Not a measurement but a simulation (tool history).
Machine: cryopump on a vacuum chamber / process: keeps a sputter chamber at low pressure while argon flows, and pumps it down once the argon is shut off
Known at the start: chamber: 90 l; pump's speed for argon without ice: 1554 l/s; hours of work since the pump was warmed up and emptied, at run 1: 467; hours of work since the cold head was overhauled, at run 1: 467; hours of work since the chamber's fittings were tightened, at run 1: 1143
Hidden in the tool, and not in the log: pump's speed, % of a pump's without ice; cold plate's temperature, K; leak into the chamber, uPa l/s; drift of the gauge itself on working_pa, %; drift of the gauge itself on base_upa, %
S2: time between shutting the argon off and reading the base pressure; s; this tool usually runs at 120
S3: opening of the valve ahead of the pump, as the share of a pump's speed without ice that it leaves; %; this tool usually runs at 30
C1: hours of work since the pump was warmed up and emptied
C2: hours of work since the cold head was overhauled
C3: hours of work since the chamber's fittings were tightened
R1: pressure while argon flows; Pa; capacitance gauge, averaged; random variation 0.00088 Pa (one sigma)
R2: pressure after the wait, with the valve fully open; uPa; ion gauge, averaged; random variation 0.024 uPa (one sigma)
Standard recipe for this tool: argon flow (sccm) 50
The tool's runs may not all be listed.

run 1 hour=0 | argon_flow_(sccm)=50 S2=120 S3=30 | C1=467 C2=467 C3=1143 | R1=0.1941 R2=1.66
run 2 hour=30.8 | argon_flow_(sccm)=50 S2=120 S3=30 | C1=494 C2=494 C3=1170 | R1=0.1927 R2=1.71
run 3 hour=61.6 | argon_flow_(sccm)=50 S2=41 S3=30 | C1=520 C2=520 C3=1196 | R1=0.1964 R2=3.06
run 4 hour=87.8 | argon_flow_(sccm)=50 S2=41 S3=30 | C1=543 C2=543 C3=1219 | R1=0.1953 R2=3.1
run 5 hour=107.1 | argon_flow_(sccm)=50 S2=41 S3=30 | C1=560 C2=560 C3=1235 | R1=0.1952 R2=3.11
run 6 hour=136.9 | argon_flow_(sccm)=50 S2=120 S3=30 | C1=585 C2=585 C3=1261 | R1=0.1954 R2=1.8
run 7 hour=150.5 | argon_flow_(sccm)=50 S2=120 S3=30 | C1=597 C2=597 C3=1273 | R1=0.1967 R2=1.85
run 8 hour=165.8 | argon_flow_(sccm)=50 S2=120 S3=30 | C1=610 C2=610 C3=1286 | R1=0.1963 R2=1.94
run 9 hour=179 | argon_flow_(sccm)=50 S2=120 S3=30 | C1=622 C2=622 C3=1297 | R1=0.1992 R2=1.91
run 10 hour=208.1 | argon_flow_(sccm)=50 S2=120 S3=30 | C1=647 C2=647 C3=1322 | R1=0.1971 R2=1.94
run 11 hour=236.6 | argon_flow_(sccm)=50 S2=120 S3=30 | C1=671 C2=671 C3=1347 | R1=0.1998 R2=1.94
run 12 hour=263 | argon_flow_(sccm)=50 S2=120 S3=25 | C1=694 C2=694 C3=1370 | R1=0.2354 R2=2
run 13 hour=279.3 | argon_flow_(sccm)=50 S2=120 S3=25 | C1=708 C2=708 C3=1384 | R1=0.237 R2=2.05
run 14 hour=306.3 | argon_flow_(sccm)=50 S2=120 S3=25 | C1=731 C2=731 C3=1407 | R1=0.2393 R2=2.09
run 15 hour=332.4 | argon_flow_(sccm)=50 S2=120 S3=30 | C1=754 C2=754 C3=1430 | R1=0.202 R2=2.14
run 16 hour=354.6 | argon_flow_(sccm)=50 S2=120 S3=30 | C1=773 C2=773 C3=1449 | R1=0.2034 R2=2.16
-- hour=361.3 pump warmed up, emptied and cooled again
run 17 hour=377.8 | argon_flow_(sccm)=50 S2=120 S3=19 | C1=14 C2=789 C3=1464 | R1=0.2863 R2=1.73
run 18 hour=407.5 | argon_flow_(sccm)=33 S2=32 S3=19 | C1=40 C2=814 C3=1490 | R1=0.1892 R2=3.59
run 19 hour=432.5 | argon_flow_(sccm)=33 S2=32 S3=19 | C1=61 C2=836 C3=1512 | R1=0.1918 R2=3.6
run 20 hour=451.9 | argon_flow_(sccm)=33 S2=32 S3=19 | C1=78 C2=853 C3=1528 | R1=0.1919 R2=3.62
run 21 hour=469.8 | argon_flow_(sccm)=33 S2=178 S3=39 | C1=94 C2=868 C3=1544 | R1=0.0941 R2=1.56
run 22 hour=498.6 | argon_flow_(sccm)=33 S2=178 S3=39 | C1=118 C2=893 C3=1569 | R1=0.0948 R2=1.6
run 23 hour=512.5 | argon_flow_(sccm)=21 S2=157 S3=47 | C1=130 C2=905 C3=1581 | R1=0.0501 R2=1.66
run 24 hour=534.2 | argon_flow_(sccm)=50 S2=120 S3=35 | C1=149 C2=924 C3=1599 | R1=0.1582 R2=1.87
run 25 hour=561.8 | argon_flow_(sccm)=50 S2=120 S3=35 | C1=173 C2=947 C3=1623 | R1=0.1593 R2=1.91
run 26 hour=589.1 | argon_flow_(sccm)=21 S2=68 S3=15 | C1=196 C2=971 C3=1647 | R1=0.1538 R2=2.45
run 27 hour=615.2 | argon_flow_(sccm)=21 S2=68 S3=15 | C1=219 C2=993 C3=1669 | R1=0.1545 R2=2.51
run 28 hour=627.8 | argon_flow_(sccm)=23 S2=103 S3=15 | C1=230 C2=1004 C3=1680 | R1=0.1694 R2=2.04
run 29 hour=648.1 | argon_flow_(sccm)=23 S2=103 S3=15 | C1=247 C2=1022 C3=1698 | R1=0.1691 R2=2.1
run 30 hour=673 | argon_flow_(sccm)=23 S2=103 S3=15 | C1=269 C2=1043 C3=1719 | R1=0.1699 R2=2.13
run 31 hour=694.2 | argon_flow_(sccm)=23 S2=103 S3=15 | C1=287 C2=1062 C3=1737 | R1=0.1679 R2=2.11
run 32 hour=713.1 | argon_flow_(sccm)=59 S2=40 S3=15 | C1=303 C2=1078 C3=1754 | R1=0.4379 R2=3.42
run 33 hour=727.3 | argon_flow_(sccm)=68 S2=120 S3=30 | C1=316 C2=1090 C3=1766 | R1=0.2589 R2=2.06
run 34 hour=742.1 | argon_flow_(sccm)=50 S2=25 S3=15 | C1=328 C2=1103 C3=1779 | R1=0.3707 R2=4.65

Across each entry between runs, compare the hidden state at the last listed run before it with the hidden state at the first listed run after it:
In the gap between runs 16 and 17: pump warmed up, emptied and cooled again (hour 361.3)
  pump's speed, % of a pump's without ice: 71.5 -> 98.5; leak into the chamber, uPa l/s: 1595 -> 1609
  measured value less the no-hidden-state value, R1: +0.0221 -> +0.0011 Pa; R2: +1.28 -> +0.86 uPa

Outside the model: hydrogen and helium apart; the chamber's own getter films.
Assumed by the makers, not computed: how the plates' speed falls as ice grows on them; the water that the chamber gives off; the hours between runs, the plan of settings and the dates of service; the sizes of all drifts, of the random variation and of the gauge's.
